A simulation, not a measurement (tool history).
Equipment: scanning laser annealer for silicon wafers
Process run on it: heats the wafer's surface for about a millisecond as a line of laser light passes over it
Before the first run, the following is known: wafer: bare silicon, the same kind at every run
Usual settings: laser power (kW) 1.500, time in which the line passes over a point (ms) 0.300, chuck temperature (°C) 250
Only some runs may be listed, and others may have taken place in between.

run	hour	laser power (kW)	time in which the line passes over a point (ms)	chuck temperature (°C)	highest temperature of the surface (°C)
1	0.0	1.500	0.300	250	993
2	18.3	1.500	0.300	250	995
3	52.4	1.500	0.300	250	992
4	73.3	1.500	0.300	250	994
5	96.4	1.500	0.300	220	962
6	129.8	1.392	0.300	250	936
7	162.7	1.392	0.300	250	934
8	196.3	1.392	0.300	250	935
9	235.3	1.392	0.300	220	903
# hour 274.1: optics aligned, line set to its width
10	276.5	1.392	0.300	220	918
11	305.3	1.520	0.300	250	1015
12	328.0	1.520	0.300	250	1013
13	356.1	1.520	0.300	250	1013
14	382.8	1.520	0.300	250	1015
15	408.8	1.500	0.300	251	1003
16	438.1	1.500	0.325	250	1033
17	459.9	1.500	0.325	250	1034
18	494.1	1.500	0.325	250	1032
19	514.6	1.594	0.310	265	1077
20	536.5	1.594	0.310	265	1078
21	573.9	1.512	0.282	262	993

Run 22 is up next; what results do you expect?
22	593.4	1.512	0.282	262	?

{"run 22": {"highest temperature of the surface (°C)": 992}}
Without the tool's hidden state the same run would have given highest temperature of the surface (°C) 1001.
